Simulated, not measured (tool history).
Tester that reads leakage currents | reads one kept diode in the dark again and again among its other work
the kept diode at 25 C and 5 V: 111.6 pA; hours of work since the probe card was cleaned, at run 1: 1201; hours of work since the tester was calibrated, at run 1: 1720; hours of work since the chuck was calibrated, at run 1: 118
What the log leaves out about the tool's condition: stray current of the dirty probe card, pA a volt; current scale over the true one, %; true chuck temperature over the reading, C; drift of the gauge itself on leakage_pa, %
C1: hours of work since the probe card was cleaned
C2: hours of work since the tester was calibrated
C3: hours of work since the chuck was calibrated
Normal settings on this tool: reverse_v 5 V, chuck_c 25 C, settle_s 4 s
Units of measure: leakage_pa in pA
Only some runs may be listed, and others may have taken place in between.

{"run": 1, "hour": 0.0, "reverse_v": 5, "chuck_c": 25, "settle_s": 4, "C1": 1201, "C2": 1720, "C3": 118, "leakage_pa": 113.9}
{"run": 2, "hour": 34.7, "reverse_v": 5, "chuck_c": 25, "settle_s": 9.97, "C1": 1222, "C2": 1741, "C3": 139, "leakage_pa": 113.54}
{"run": 3, "hour": 69.5, "reverse_v": 5, "chuck_c": 25, "settle_s": 1.48, "C1": 1243, "C2": 1762, "C3": 160, "leakage_pa": 114.11}
{"run": 4, "hour": 119.7, "reverse_v": 5, "chuck_c": 25, "settle_s": 1.48, "C1": 1273, "C2": 1792, "C3": 191, "leakage_pa": 114.54}
{"run": 5, "hour": 152.8, "reverse_v": 5, "chuck_c": 25, "settle_s": 1.48, "C1": 1293, "C2": 1812, "C3": 211, "leakage_pa": 113.92}
{"run": 6, "hour": 222.1, "reverse_v": 5, "chuck_c": 27, "settle_s": 4, "C1": 1335, "C2": 1854, "C3": 253, "leakage_pa": 132.99}
{"run": 7, "hour": 290.4, "reverse_v": 5, "chuck_c": 25, "settle_s": 4, "C1": 1377, "C2": 1896, "C3": 294, "leakage_pa": 113.28}
{"run": 8, "hour": 348.7, "reverse_v": 5, "chuck_c": 25, "settle_s": 4, "C1": 1412, "C2": 1931, "C3": 330, "leakage_pa": 112.35}
{"run": 9, "hour": 380.6, "reverse_v": 5, "chuck_c": 25, "settle_s": 4, "C1": 1431, "C2": 1950, "C3": 349, "leakage_pa": 112.28}
{"run": 10, "hour": 415.2, "reverse_v": 5, "chuck_c": 25, "settle_s": 4, "C1": 1452, "C2": 1971, "C3": 370, "leakage_pa": 112.32}
{"run": 11, "hour": 467.4, "reverse_v": 5, "chuck_c": 25, "settle_s": 4, "C1": 1484, "C2": 2003, "C3": 402, "leakage_pa": 111.99}
{"run": 12, "hour": 503.9, "reverse_v": 5, "chuck_c": 25, "settle_s": 4, "C1": 1506, "C2": 2025, "C3": 424, "leakage_pa": 111.93}
{"run": 13, "hour": 542.9, "reverse_v": 5, "chuck_c": 25, "settle_s": 4, "C1": 1530, "C2": 2049, "C3": 447, "leakage_pa": 111.42}
{"run": 14, "hour": 584.4, "reverse_v": 5, "chuck_c": 33, "settle_s": 4, "C1": 1555, "C2": 2074, "C3": 472, "leakage_pa": 208.17}
{"run": 15, "hour": 651.8, "reverse_v": 5, "chuck_c": 33, "settle_s": 4, "C1": 1596, "C2": 2115, "C3": 513, "leakage_pa": 208.34}
{"run": 16, "hour": 696.1, "reverse_v": 5, "chuck_c": 25, "settle_s": 4, "C1": 1622, "C2": 2141, "C3": 540, "leakage_pa": 111.78}
{"run": 17, "hour": 753.7, "reverse_v": 5, "chuck_c": 25, "settle_s": 4, "C1": 1657, "C2": 2176, "C3": 575, "leakage_pa": 110.95}
{"run": 18, "hour": 798.9, "reverse_v": 5, "chuck_c": 25, "settle_s": 4, "C1": 1685, "C2": 2204, "C3": 602, "leakage_pa": 111.61}
{"run": 19, "hour": 843.3, "reverse_v": 5, "chuck_c": 25, "settle_s": 9.43, "C1": 1712, "C2": 2231, "C3": 629, "leakage_pa": 111.25}
{"run": 20, "hour": 887.0, "reverse_v": 5, "chuck_c": 25, "settle_s": 9.43, "C1": 1738, "C2": 2257, "C3": 656, "leakage_pa": 110.26}
{"run": 21, "hour": 928.8, "reverse_v": 5, "chuck_c": 25, "settle_s": 9.43, "C1": 1763, "C2": 2282, "C3": 681, "leakage_pa": 110.27}
{"run": 22, "hour": 975.1, "reverse_v": 5, "chuck_c": 21, "settle_s": 4.8, "C1": 1791, "C2": 2310, "C3": 709, "leakage_pa": 79.57}
{"run": 23, "hour": 1007.6, "reverse_v": 5.54, "chuck_c": 46, "settle_s": 0.81, "C1": 1811, "C2": 2330, "C3": 729, "leakage_pa": 554.93}
{"hour": 1015.4, "done": "probe card cleaned and baked"}
{"run": 24, "hour": 1083.7, "reverse_v": 5.54, "chuck_c": 46, "settle_s": 0.81, "C1": 41, "C2": 2374, "C3": 773, "leakage_pa": 552.68}
{"run": 25, "hour": 1146.6, "reverse_v": 1.66, "chuck_c": 42, "settle_s": 8.83, "C1": 79, "C2": 2413, "C3": 811, "leakage_pa": 252.72}
{"run": 26, "hour": 1205.9, "reverse_v": 2.77, "chuck_c": 52, "settle_s": 8.83, "C1": 115, "C2": 2449, "C3": 847, "leakage_pa": 626.7}
{"run": 27, "hour": 1247.0, "reverse_v": 5, "chuck_c": 46, "settle_s": 4.97, "C1": 140, "C2": 2473, "C3": 872, "leakage_pa": 527.31}
{"run": 28, "hour": 1313.3, "reverse_v": 5, "chuck_c": 46, "settle_s": 4.97, "C1": 180, "C2": 2514, "C3": 912, "leakage_pa": 521.44}
{"hour": 1333.1, "done": "probe card cleaned and baked, once more"}
{"run": 29, "hour": 1353.2, "reverse_v": 5, "chuck_c": 46, "settle_s": 4.97, "C1": 12, "C2": 2536, "C3": 935, "leakage_pa": 520.04}
{"run": 30, "hour": 1420.5, "reverse_v": 5, "chuck_c": 46, "settle_s": 4.97, "C1": 53, "C2": 2577, "C3": 975, "leakage_pa": 520.44}
{"run": 31, "hour": 1480.5, "reverse_v": 13.66, "chuck_c": 34, "settle_s": 0.9, "C1": 89, "C2": 2613, "C3": 1012, "leakage_pa": 328.44}
{"hour": 1540.5, "done": "tester calibrated"}
{"run": 32, "hour": 1541.5, "reverse_v": 13.66, "chuck_c": 41, "settle_s": 0.9, "C1": 125, "C2": 1, "C3": 1048, "leakage_pa": 537.33}
{"run": 33, "hour": 1606.6, "reverse_v": 13.66, "chuck_c": 41, "settle_s": 0.9, "C1": 165, "C2": 40, "C3": 1087, "leakage_pa": 536.38}
{"run": 34, "hour": 1671.3, "reverse_v": 13.66, "chuck_c": 28, "settle_s": 0.9, "C1": 204, "C2": 79, "C3": 1126, "leakage_pa": 202.08}
{"run": 35, "hour": 1728.1, "reverse_v": 1.03, "chuck_c": 25, "settle_s": 0.37, "C1": 238, "C2": 114, "C3": 1161, "leakage_pa": 55.5}
{"run": 36, "hour": 1780.5, "reverse_v": 1.03, "chuck_c": 25, "settle_s": 0.37, "C1": 270, "C2": 145, "C3": 1192, "leakage_pa": 55.46}
{"run": 37, "hour": 1855.7, "reverse_v": 1.03, "chuck_c": 25, "settle_s": 0.37, "C1": 315, "C2": 191, "C3": 1238, "leakage_pa": 55.33}
{"run": 38, "hour": 1889.9, "reverse_v": 13.92, "chuck_c": 34, "settle_s": 0.31, "C1": 336, "C2": 212, "C3": 1259, "leakage_pa": 329.8}
{"run": 39, "hour": 1966.6, "reverse_v": 9.67, "chuck_c": 22, "settle_s": 1.6, "C1": 383, "C2": 258, "C3": 1305, "leakage_pa": 106.84}
{"run": 40, "hour": 2002.3, "reverse_v": 5, "chuck_c": 39, "settle_s": 4, "C1": 404, "C2": 280, "C3": 1327, "leakage_pa": 300.82}

Here are 3 independent what-if runs from the current tool condition. What would each one return?
{"run": "A", "hour": 2058.5, "reverse_v": 1.72, "chuck_c": 47, "settle_s": 4, "C1": 438, "C2": 314, "C3": 1361, "leakage_pa": "?"}
{"run": "B", "hour": 2058.5, "reverse_v": 16.18, "chuck_c": 25, "settle_s": 4, "C1": 438, "C2": 314, "C3": 1361, "leakage_pa": "?"}
{"run": "C", "hour": 2058.5, "reverse_v": 6.74, "chuck_c": 37, "settle_s": 1.56, "C1": 438, "C2": 314, "C3": 1361, "leakage_pa": "?"}

run=A leakage_pa=348.5
run=B leakage_pa=165.29
run=C leakage_pa=294.25
Without the tool's unlogged condition, the same runs would have read:
run=A leakage_pa=378.58
run=B leakage_pa=180.62
run=C leakage_pa=320.92
